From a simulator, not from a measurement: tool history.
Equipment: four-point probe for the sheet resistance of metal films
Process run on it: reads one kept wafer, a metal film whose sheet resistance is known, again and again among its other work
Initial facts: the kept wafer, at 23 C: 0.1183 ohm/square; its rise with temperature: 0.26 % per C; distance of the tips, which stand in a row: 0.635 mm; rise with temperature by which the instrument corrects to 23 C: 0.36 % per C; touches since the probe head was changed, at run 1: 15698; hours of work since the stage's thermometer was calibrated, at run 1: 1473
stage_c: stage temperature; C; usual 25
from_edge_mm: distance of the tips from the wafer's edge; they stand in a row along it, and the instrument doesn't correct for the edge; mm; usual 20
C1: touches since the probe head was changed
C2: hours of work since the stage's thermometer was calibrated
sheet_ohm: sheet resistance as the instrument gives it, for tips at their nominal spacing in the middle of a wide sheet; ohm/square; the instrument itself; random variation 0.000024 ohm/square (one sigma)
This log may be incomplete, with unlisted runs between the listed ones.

Run 1, hour 0.0: usual settings; C1 15698; C2 1473. Result: sheet_ohm 0.118096 ohm/square.
Run 2, hour 36.5: usual settings but stage_c 22 C; C1 16410; C2 1499. Result: sheet_ohm 0.118491 ohm/square.
Run 3, hour 53.2: usual settings but stage_c 22 C; C1 16735; C2 1510. Result: sheet_ohm 0.118489 ohm/square.
Run 4, hour 86.3: usual settings but from_edge_mm 23 mm; C1 17380; C2 1533. Result: sheet_ohm 0.118130 ohm/square.
Run 5, hour 119.3: usual settings but from_edge_mm 26 mm; C1 18022; C2 1556. Result: sheet_ohm 0.118111 ohm/square.
Run 6, hour 160.4: usual settings but from_edge_mm 26 mm; C1 18824; C2 1584. Result: sheet_ohm 0.118095 ohm/square.
Run 7, hour 176.9: usual settings; C1 19147; C2 1595. Result: sheet_ohm 0.118116 ohm/square.
Run 8, hour 212.6: usual settings; C1 19842; C2 1620. Result: sheet_ohm 0.118139 ohm/square.
Run 9, hour 248.9: usual settings; C1 20548; C2 1645. Result: sheet_ohm 0.118064 ohm/square.
Run 10, hour 271.8: usual settings but from_edge_mm 46 mm; C1 20995; C2 1661. Result: sheet_ohm 0.118015 ohm/square.
Run 11, hour 311.9: usual settings but stage_c 19 C, from_edge_mm 49 mm; C1 21777; C2 1689. Result: sheet_ohm 0.118825 ohm/square.
Run 12, hour 340.8: usual settings but stage_c 30 C, from_edge_mm 9 mm; C1 22341; C2 1709. Result: sheet_ohm 0.117764 ohm/square.
Run 13, hour 358.7: usual settings but stage_c 20 C; C1 22690; C2 1721. Result: sheet_ohm 0.118733 ohm/square.
Run 14, hour 377.7: usual settings but stage_c 20 C; C1 23059; C2 1734. Result: sheet_ohm 0.118751 ohm/square.
Run 15, hour 417.3: usual settings but stage_c 20 C; C1 23831; C2 1761. Result: sheet_ohm 0.118720 ohm/square.

Estimate the outcome of run 16 from the log above:
Run 16, hour 456.1: usual settings but stage_c 20 C, from_edge_mm 49 mm; C1 24588; C2 1788. Result: sheet_ohm ?.

sheet_ohm: 0.118694 ohm/square
On a tool with no hidden condition, and with the same random variation, this run would have come out at sheet_ohm 0.118700 ohm/square.
